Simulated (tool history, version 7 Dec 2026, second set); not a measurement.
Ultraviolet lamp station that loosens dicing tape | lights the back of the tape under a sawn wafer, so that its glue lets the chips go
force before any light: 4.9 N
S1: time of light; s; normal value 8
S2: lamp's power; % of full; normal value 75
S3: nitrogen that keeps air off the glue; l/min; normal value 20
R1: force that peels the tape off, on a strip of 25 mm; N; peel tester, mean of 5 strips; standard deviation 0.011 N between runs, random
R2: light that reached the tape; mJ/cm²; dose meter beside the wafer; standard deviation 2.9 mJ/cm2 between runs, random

run	hour	S1	S2	S3	R1	R2
1	0.0	8	75	20	0.467	413
2	4.8	8	77	20	0.445	420
3	13.9	8	75	10	0.833	409
4	21.3	5	75	10	1.593	258
5	31.4	5	75	10	1.572	250
6	40.1	5	75	10	1.554	252
7	50.1	5	75	10	1.584	258
8	60.8	5	75	10	1.562	254
9	66.2	5	75	10	1.572	256
10	72.9	11	75	9	0.498	569
11	81.8	11	75	9	0.485	563
12	90.5	8	73	11	0.792	402

Alternative continuations, all from the tool just after run 12; predict every row:
A	100.1	7	61	20	?	?
B	100.1	8	83	11	?	?
C	100.1	8	60	6	?	?
D	100.1	7	73	11	?	?
E	100.1	11	73	7	?	?

run	R1	R2
A	0.921	293
B	0.649	455
C	1.567	329
D	1.006	348
E	0.630	551
With no hidden state in the tool, these same runs would have given:
run	R1	R2
A	0.920	294
B	0.648	455
C	1.566	329
D	1.006	349
E	0.630	551
